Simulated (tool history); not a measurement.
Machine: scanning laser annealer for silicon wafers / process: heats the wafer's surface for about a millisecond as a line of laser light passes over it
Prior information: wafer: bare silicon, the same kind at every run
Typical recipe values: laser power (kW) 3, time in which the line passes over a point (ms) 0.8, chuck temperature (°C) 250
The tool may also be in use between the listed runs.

run,hour,laser power (kW),time in which the line passes over a point (ms),chuck temperature (°C),highest temperature of the surface (°C)
1,0,3,0.8,250,1080
2,7.4,3,0.8,261,1093
3,17,3.125,0.8,261,1125
4,24.9,3.125,0.8,261,1124
5,32.9,3.125,0.8,261,1126
6,41.2,2.667,0.8,250,987
7,48,2.667,0.8,250,986
8,56.1,2.667,0.8,250,985
9,65.8,3,0.8,276,1108
10,73.4,3,0.838,250,1098
11,78.2,3,0.8,250,1078
12,83,3,0.8,239,1069
13,90.7,3,0.577,239,953
14,96.1,3,0.577,239,953
15,103.1,3,0.577,239,950
16,113.4,3,0.577,239,950
17,120.4,3.268,0.584,256,1037
18,124.6,3.198,0.584,243,1005
19,132,3.262,0.853,251,1182
20,142.4,3.007,0.564,255,959
21,148.5,3,0.592,250,970
22,154.8,3.159,0.735,220,1062
23,165,3.219,0.735,234,1092
24,170.8,3.101,0.571,249,983
25,181,3.101,0.571,249,982
26,189.6,3.101,0.655,260,1040
27,193.9,3.101,0.655,260,1040
28,202,2.571,0.8,250,959
29,211.1,2.95,0.638,218,954

Each row is a separate what-if for the run after 29, all from the same tool condition, not one after another. Results?
A,219.1,2.692,0.585,250,?
B,219.1,2.71,0.638,214,?
C,219.1,2.786,0.75,284,?
D,219.1,2.728,0.697,289,?
E,219.1,3,0.79,250,?

run,highest temperature of the surface (°C)
A,890
B,886
C,1030
D,994
E,1073
Stripped of hidden state, with their random variation kept, the same runs would have yielded:
run,highest temperature of the surface (°C)
A,891
B,886
C,1031
D,994
E,1074
